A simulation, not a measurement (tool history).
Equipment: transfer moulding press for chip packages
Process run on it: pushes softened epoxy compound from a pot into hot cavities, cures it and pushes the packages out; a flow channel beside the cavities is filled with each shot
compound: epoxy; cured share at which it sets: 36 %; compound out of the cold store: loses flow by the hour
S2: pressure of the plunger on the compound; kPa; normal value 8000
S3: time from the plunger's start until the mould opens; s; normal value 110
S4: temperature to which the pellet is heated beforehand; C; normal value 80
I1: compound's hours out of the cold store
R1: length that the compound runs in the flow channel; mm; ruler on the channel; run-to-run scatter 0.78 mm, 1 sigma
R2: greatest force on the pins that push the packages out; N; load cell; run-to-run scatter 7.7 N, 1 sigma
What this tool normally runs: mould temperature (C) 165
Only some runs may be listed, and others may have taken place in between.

run 1 day=0.000 | mould_temperature_(C)=165 S2=8000 S3=110 S4=80 | I1=15.3 | R1=551.5 R2=449
-- day=1.408 cavities cleaned with cleaning compound and waxed
run 2 day=1.642 | mould_temperature_(C)=165 S2=8000 S3=110 S4=80 | I1=34.9 | R1=494.4 R2=364
-- day=3.475 cavities cleaned with cleaning compound and waxed
run 3 day=3.475 | mould_temperature_(C)=165 S2=8000 S3=110 S4=80 | I1=38.3 | R1=482.1 R2=339
run 4 day=5.454 | mould_temperature_(C)=165 S2=8000 S3=110 S4=80 | I1=19.4 | R1=535.0 R2=493
-- day=5.688 cavities cleaned with cleaning compound and waxed
-- day=6.183 plunger's sealing rings changed
-- day=8.075 cavities cleaned with cleaning compound and waxed
run 5 day=8.312 | mould_temperature_(C)=165 S2=8000 S3=110 S4=71 | I1=13.7 | R1=564.3 R2=382
-- day=10.196 cavities cleaned with cleaning compound and waxed
run 6 day=10.908 | mould_temperature_(C)=172 S2=8000 S3=110 S4=80 | I1=46.5 | R1=463.1 R2=376
-- day=12.288 cavities cleaned with cleaning compound and waxed
run 7 day=12.792 | mould_temperature_(C)=172 S2=8000 S3=110 S4=80 | I1=33.7 | R1=494.7 R2=357
run 8 day=14.096 | mould_temperature_(C)=172 S2=8000 S3=110 S4=80 | I1=17.2 | R1=537.9 R2=436
-- day=14.346 cavities cleaned with cleaning compound and waxed
-- day=16.567 cavities cleaned with cleaning compound and waxed
run 9 day=17.079 | mould_temperature_(C)=165 S2=8000 S3=110 S4=80 | I1=29.8 | R1=509.6 R2=394
-- day=17.346 mould's thermocouples calibrated
-- day=18.733 cavities cleaned with cleaning compound and waxed
run 10 day=19.025 | mould_temperature_(C)=165 S2=8000 S3=110 S4=80 | I1=13.9 | R1=554.0 R2=399
-- day=20.879 cavities cleaned with cleaning compound and waxed
run 11 day=21.067 | mould_temperature_(C)=165 S2=8000 S3=110 S4=80 | I1=20.7 | R1=532.2 R2=398
-- day=22.867 plunger's sealing rings changed
-- day=23.146 cavities cleaned with cleaning compound and waxed
run 12 day=23.146 | mould_temperature_(C)=165 S2=8580 S3=110 S4=80 | I1=27.6 | R1=543.5 R2=353
-- day=25.388 cavities cleaned with cleaning compound and waxed
run 13 day=25.438 | mould_temperature_(C)=165 S2=8580 S3=110 S4=80 | I1=14.3 | R1=584.7 R2=370
-- day=27.588 cavities cleaned with cleaning compound and waxed
run 14 day=27.817 | mould_temperature_(C)=170 S2=6750 S3=123 S4=72 | I1=18.6 | R1=497.6 R2=318
-- day=29.871 cavities cleaned with cleaning compound and waxed
run 15 day=30.321 | mould_temperature_(C)=170 S2=6750 S3=123 S4=72 | I1=30.4 | R1=464.6 R2=356

Run 16, settings as shown, results not yet in. Your forecast:
-- day=31.946 cavities cleaned with cleaning compound and waxed
-- day=32.488 mould's thermocouples calibrated, once more
run 16 day=32.704 | mould_temperature_(C)=172 S2=6750 S3=104 S4=79 | I1=43.4 | R1=? R2=?

Run 16 came out at R1 426.6 mm, R2 371 N.
If the tool had no hidden condition, the same run with the same run-to-run variation would have returned R1 434.2 mm, R2 301 N.
